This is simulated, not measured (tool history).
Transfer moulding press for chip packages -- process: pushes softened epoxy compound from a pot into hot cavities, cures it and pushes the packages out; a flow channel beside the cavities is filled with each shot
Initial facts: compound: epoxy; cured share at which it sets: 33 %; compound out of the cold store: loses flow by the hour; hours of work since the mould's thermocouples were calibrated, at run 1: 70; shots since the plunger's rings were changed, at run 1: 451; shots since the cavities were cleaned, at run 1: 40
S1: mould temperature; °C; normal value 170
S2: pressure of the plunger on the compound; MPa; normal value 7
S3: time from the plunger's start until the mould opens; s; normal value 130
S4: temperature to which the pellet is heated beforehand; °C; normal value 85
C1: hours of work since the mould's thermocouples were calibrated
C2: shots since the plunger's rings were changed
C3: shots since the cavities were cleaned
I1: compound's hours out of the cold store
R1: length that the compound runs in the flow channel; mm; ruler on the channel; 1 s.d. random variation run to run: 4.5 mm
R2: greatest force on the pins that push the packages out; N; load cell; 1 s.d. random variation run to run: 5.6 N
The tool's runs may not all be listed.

Run 1, hour 0: usual settings; C1 70; C2 451; C3 40; I1 8.8. Result: R1 544 mm, R2 206 N.
Run 2, hour 7.2: usual settings; C1 73; C2 494; C3 83; I1 10.7. Result: R1 536 mm, R2 220 N.
Run 3, hour 20.2: usual settings; C1 78; C2 571; C3 160; I1 36. Result: R1 465 mm, R2 244 N.
Run 4, hour 26.6: usual settings; C1 81; C2 609; C3 198; I1 45.2. Result: R1 459 mm, R2 252 N.
Run 5, hour 35: usual settings; C1 84; C2 659; C3 248; I1 11.1. Result: R1 528 mm, R2 275 N.
Run 6, hour 43.3: usual settings; C1 88; C2 708; C3 297; I1 33. Result: R1 484 mm, R2 265 N.
Run 7, hour 55.2: usual settings but S1 169 °C; C1 93; C2 779; C3 368; I1 39.2. Result: R1 462 mm, R2 299 N.
Run 8, hour 63: usual settings but S1 169 °C; C1 96; C2 826; C3 415; I1 22.5. Result: R1 500 mm, R2 310 N.
Run 9, hour 76.6: usual settings but S1 169 °C; C1 101; C2 907; C3 496; I1 14.8. Result: R1 530 mm, R2 318 N.
Run 10, hour 91.3: usual settings but S1 169 °C; C1 107; C2 994; C3 583; I1 14.4. Result: R1 520 mm, R2 329 N.
At hour 100.6: cavities cleaned with cleaning compound and waxed.
Run 11, hour 103.7: usual settings but S4 82 °C; C1 111; C2 1059; C3 18; I1 21.8. Result: R1 500 mm, R2 212 N.
Run 12, hour 112.4: usual settings but S4 82 °C; C1 115; C2 1111; C3 70; I1 12.6. Result: R1 518 mm, R2 225 N.
Run 13, hour 120.3: usual settings but S2 7.6 MPa; C1 118; C2 1158; C3 117; I1 44.4. Result: R1 472 mm, R2 229 N.
Run 14, hour 133.9: usual settings but S3 149 s; C1 124; C2 1239; C3 198; I1 9.1. Result: R1 519 mm, R2 255 N.
Run 15, hour 143.6: usual settings but S3 149 s; C1 127; C2 1297; C3 256; I1 44.6. Result: R1 441 mm, R2 266 N.
Run 16, hour 157.8: usual settings but S1 173 °C, S2 5.81 MPa, S3 149 s; C1 133; C2 1381; C3 340; I1 19.9. Result: R1 454 mm, R2 263 N.
Run 17, hour 171.7: usual settings but S1 173 °C, S2 5.81 MPa, S3 149 s; C1 139; C2 1464; C3 423; I1 21.8. Result: R1 445 mm, R2 285 N.
Run 18, hour 181.7: usual settings but S1 173 °C, S2 5.81 MPa, S3 149 s; C1 143; C2 1524; C3 483; I1 26.1. Result: R1 433 mm, R2 288 N.
Run 19, hour 190.1: usual settings but S1 173 °C, S2 5.81 MPa, S3 149 s; C1 146; C2 1573; C3 532; I1 36.6. Result: R1 412 mm, R2 297 N.
Run 20, hour 196.3: usual settings but S1 173 °C, S2 8.59 MPa, S4 89 °C; C1 149; C2 1611; C3 570; I1 45.3. Result: R1 486 mm, R2 315 N.
Run 21, hour 205.6: usual settings but S1 165 °C, S2 6.25 MPa, S4 89 °C; C1 152; C2 1665; C3 624; I1 22.8. Result: R1 473 mm, R2 388 N.
At hour 208.4: cavities cleaned with cleaning compound and waxed.
Run 22, hour 217.9: usual settings but S1 171 °C, S2 7.84 MPa, S3 151 s, S4 77 °C; C1 157; C2 1730; C3 56; I1 16. Result: R1 534 mm, R2 201 N.
Run 23, hour 230.7: usual settings but S1 171 °C, S2 7.84 MPa, S3 125 s, S4 81 °C; C1 162; C2 1806; C3 132; I1 28.6. Result: R1 504 mm, R2 244 N.
Run 24, hour 240.7: usual settings but S1 171 °C, S2 7.84 MPa, S3 125 s, S4 81 °C; C1 166; C2 1866; C3 192; I1 34.9. Result: R1 487 mm, R2 257 N.
Run 25, hour 248.7: usual settings but S1 171 °C, S2 7.84 MPa, S3 125 s, S4 81 °C; C1 169; C2 1913; C3 239; I1 24.2. Result: R1 511 mm, R2 272 N.
Run 26, hour 254.7: usual settings but S1 172 °C, S2 7.99 MPa, S3 114 s; C1 171; C2 1949; C3 275; I1 8.5. Result: R1 552 mm, R2 293 N.
Run 27, hour 267.3: usual settings but S1 174 °C, S2 5.94 MPa, S3 111 s, S4 91 °C; C1 177; C2 2024; C3 350; I1 41.1. Result: R1 402 mm, R2 287 N.
Run 28, hour 278.2: usual settings but S1 168 °C, S2 5.93 MPa, S4 92 °C; C1 181; C2 2089; C3 415; I1 28.8. Result: R1 444 mm, R2 312 N.
Run 29, hour 291.7: usual settings but S1 164 °C, S2 5.79 MPa, S3 112 s, S4 89 °C; C1 186; C2 2169; C3 495; I1 45.2. Result: R1 411 mm, R2 457 N.

Consider 3 possible next runs. They are alternatives, not a sequence: every one starts from the tool as it was left by run 29. What does each give?
Run A, hour 301.7: usual settings but S2 5.63 MPa; C1 190; C2 2229; C3 555; I1 35.1. Result: R1 ?, R2 ?.
Run B, hour 301.7: usual settings but S1 168 °C, S2 7.1 MPa, S3 124 s, S4 89 °C; C1 190; C2 2229; C3 555; I1 27.6. Result: R1 ?, R2 ?.
Run C, hour 301.7: usual settings but S1 163 °C, S2 6.03 MPa, S3 112 s, S4 89 °C; C1 190; C2 2229; C3 555; I1 14.2. Result: R1 ?, R2 ?.

run   R1   R2
  A  415  319
  B  484  351
  C  501  592
Without the tool's hidden state the same runs would have given:
run   R1   R2
  A  431  191
  B  503  213
  C  521  354

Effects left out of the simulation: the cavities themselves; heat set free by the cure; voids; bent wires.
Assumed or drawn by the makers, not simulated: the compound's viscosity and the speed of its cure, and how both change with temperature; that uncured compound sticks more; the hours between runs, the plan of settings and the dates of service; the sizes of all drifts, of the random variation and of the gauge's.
